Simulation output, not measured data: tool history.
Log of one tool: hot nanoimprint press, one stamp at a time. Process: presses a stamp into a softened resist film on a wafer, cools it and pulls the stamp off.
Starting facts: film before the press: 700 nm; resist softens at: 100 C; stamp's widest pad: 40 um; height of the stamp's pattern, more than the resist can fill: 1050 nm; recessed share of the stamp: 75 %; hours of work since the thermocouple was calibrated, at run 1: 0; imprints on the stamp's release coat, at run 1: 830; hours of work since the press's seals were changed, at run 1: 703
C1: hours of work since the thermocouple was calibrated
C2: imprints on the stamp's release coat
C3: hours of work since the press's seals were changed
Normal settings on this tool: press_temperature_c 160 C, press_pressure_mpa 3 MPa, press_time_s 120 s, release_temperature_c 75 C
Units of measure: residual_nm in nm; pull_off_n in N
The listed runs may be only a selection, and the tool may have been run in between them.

Run 1, hour 0: usual settings; C1 0; C2 830; C3 703. Result: residual_nm 301.9 nm, pull_off_n 137 N.
Run 2, hour 12.1: usual settings; C1 9; C2 877; C3 712. Result: residual_nm 304.8 nm, pull_off_n 144 N.
Run 3, hour 37.7: usual settings; C1 27; C2 976; C3 730. Result: residual_nm 308.6 nm, pull_off_n 143 N.
Run 4, hour 56.7: usual settings; C1 41; C2 1050; C3 744. Result: residual_nm 311.5 nm, pull_off_n 143 N.
Run 5, hour 68.6: usual settings but release_temperature_c 80 C; C1 50; C2 1096; C3 752. Result: residual_nm 309.9 nm, pull_off_n 147 N.
Run 6, hour 85.8: usual settings but release_temperature_c 80 C; C1 62; C2 1162; C3 765. Result: residual_nm 306.5 nm, pull_off_n 145 N.
Run 7, hour 100.9: usual settings but release_temperature_c 80 C; C1 73; C2 1221; C3 776. Result: residual_nm 313.8 nm, pull_off_n 143 N.
Run 8, hour 114.7: usual settings but press_temperature_c 163 C; C1 83; C2 1274; C3 786. Result: residual_nm 270.1 nm, pull_off_n 151 N.
Run 9, hour 127.2: usual settings but press_temperature_c 163 C; C1 92; C2 1322; C3 795. Result: residual_nm 272.6 nm, pull_off_n 156 N.
Run 10, hour 152: usual settings but press_temperature_c 163 C; C1 110; C2 1418; C3 813. Result: residual_nm 274.7 nm, pull_off_n 154 N.
At hour 164.2: stamp cleaned and given a new release coat.
Run 11, hour 180.4: usual settings but press_time_s 88 s; C1 126; C2 63; C3 829. Result: residual_nm 351.4 nm, pull_off_n 120 N.
Run 12, hour 200.4: usual settings but press_time_s 99 s; C1 141; C2 140; C3 844. Result: residual_nm 337.6 nm, pull_off_n 125 N.
At hour 204.7: plate thermocouple calibrated.
Run 13, hour 224.2: usual settings but press_time_s 75 s; C1 14; C2 220; C3 859. Result: residual_nm 374.3 nm, pull_off_n 126 N.
Run 14, hour 239.1: usual settings; C1 25; C2 278; C3 869. Result: residual_nm 315.7 nm, pull_off_n 126 N.
Run 15, hour 250.1: usual settings; C1 33; C2 321; C3 877. Result: residual_nm 317 nm, pull_off_n 127 N.
Run 16, hour 267.7: usual settings but press_temperature_c 169 C, press_pressure_mpa 2.83 MPa, press_time_s 88 s, release_temperature_c 78 C; C1 46; C2 389; C3 890. Result: residual_nm 246 nm, pull_off_n 122 N.
At hour 284.5: plate thermocouple calibrated, once more.
Run 17, hour 287.8: usual settings but press_temperature_c 169 C, press_pressure_mpa 2.83 MPa, press_time_s 88 s, release_temperature_c 78 C; C1 2; C2 455; C3 903. Result: residual_nm 244.4 nm, pull_off_n 132 N.
Run 18, hour 312.8: usual settings but press_pressure_mpa 3.26 MPa, release_temperature_c 79 C; C1 21; C2 552; C3 921. Result: residual_nm 302.8 nm, pull_off_n 132 N.
Run 19, hour 323.4: usual settings but press_pressure_mpa 2.83 MPa, release_temperature_c 72 C; C1 28; C2 592; C3 928. Result: residual_nm 323.1 nm, pull_off_n 136 N.
Run 20, hour 339.9: usual settings but press_pressure_mpa 2.83 MPa, release_temperature_c 79 C; C1 40; C2 656; C3 940. Result: residual_nm 322.9 nm, pull_off_n 128 N.
Run 21, hour 358.6: usual settings but press_pressure_mpa 1.87 MPa, press_time_s 95 s, release_temperature_c 78 C; C1 54; C2 729; C3 954. Result: residual_nm 414.7 nm, pull_off_n 134 N.
Run 22, hour 377.9: usual settings but press_pressure_mpa 1.87 MPa, press_time_s 63 s, release_temperature_c 78 C; C1 68; C2 804; C3 968. Result: residual_nm 467.2 nm, pull_off_n 129 N.
Run 23, hour 397.5: usual settings but press_pressure_mpa 1.87 MPa, press_time_s 63 s, release_temperature_c 78 C; C1 82; C2 879; C3 982. Result: residual_nm 466.7 nm, pull_off_n 142 N.
Run 24, hour 408.6: usual settings but press_pressure_mpa 1.87 MPa, press_time_s 63 s, release_temperature_c 78 C; C1 90; C2 922; C3 990. Result: residual_nm 464.2 nm, pull_off_n 138 N.
Run 25, hour 431: usual settings but press_temperature_c 163 C, press_pressure_mpa 2.56 MPa, press_time_s 217 s, release_temperature_c 81 C; C1 106; C2 1009; C3 1006. Result: residual_nm 237.8 nm, pull_off_n 140 N.
Run 26, hour 450.9: usual settings but press_temperature_c 163 C, press_pressure_mpa 3.48 MPa, release_temperature_c 82 C; C1 121; C2 1086; C3 1021. Result: residual_nm 258 nm, pull_off_n 139 N.
Run 27, hour 465.8: usual settings but press_temperature_c 163 C, press_pressure_mpa 3.48 MPa, release_temperature_c 82 C; C1 131; C2 1143; C3 1031. Result: residual_nm 259 nm, pull_off_n 143 N.
Run 28, hour 486.4: usual settings but press_temperature_c 163 C, press_pressure_mpa 3.48 MPa, release_temperature_c 82 C; C1 146; C2 1223; C3 1046. Result: residual_nm 259.9 nm, pull_off_n 143 N.
Run 29, hour 497.2: usual settings but press_temperature_c 163 C, press_pressure_mpa 3.48 MPa, release_temperature_c 82 C; C1 154; C2 1265; C3 1054. Result: residual_nm 261.5 nm, pull_off_n 146 N.

Forecast each of these 3 alternatives for the next run:
Run A, hour 517: usual settings but press_temperature_c 150 C, press_pressure_mpa 3.69 MPa, release_temperature_c 82 C; C1 168; C2 1341; C3 1069. Result: residual_nm ?, pull_off_n ?.
Run B, hour 517: usual settings but press_temperature_c 149 C, press_pressure_mpa 4.67 MPa, press_time_s 112 s; C1 168; C2 1341; C3 1069. Result: residual_nm ?, pull_off_n ?.
Run C, hour 517: usual settings but press_pressure_mpa 3.48 MPa, press_time_s 148 s, release_temperature_c 60 C; C1 168; C2 1341; C3 1069. Result: residual_nm ?, pull_off_n ?.

run  residual_nm  pull_off_n
  A        452.4         145
  B        444.7         155
  C        277.3         171
Without the tool's hidden state the same runs would have given:
run  residual_nm  pull_off_n
  A          429         109
  B        417.3         117
  C        259.7         130

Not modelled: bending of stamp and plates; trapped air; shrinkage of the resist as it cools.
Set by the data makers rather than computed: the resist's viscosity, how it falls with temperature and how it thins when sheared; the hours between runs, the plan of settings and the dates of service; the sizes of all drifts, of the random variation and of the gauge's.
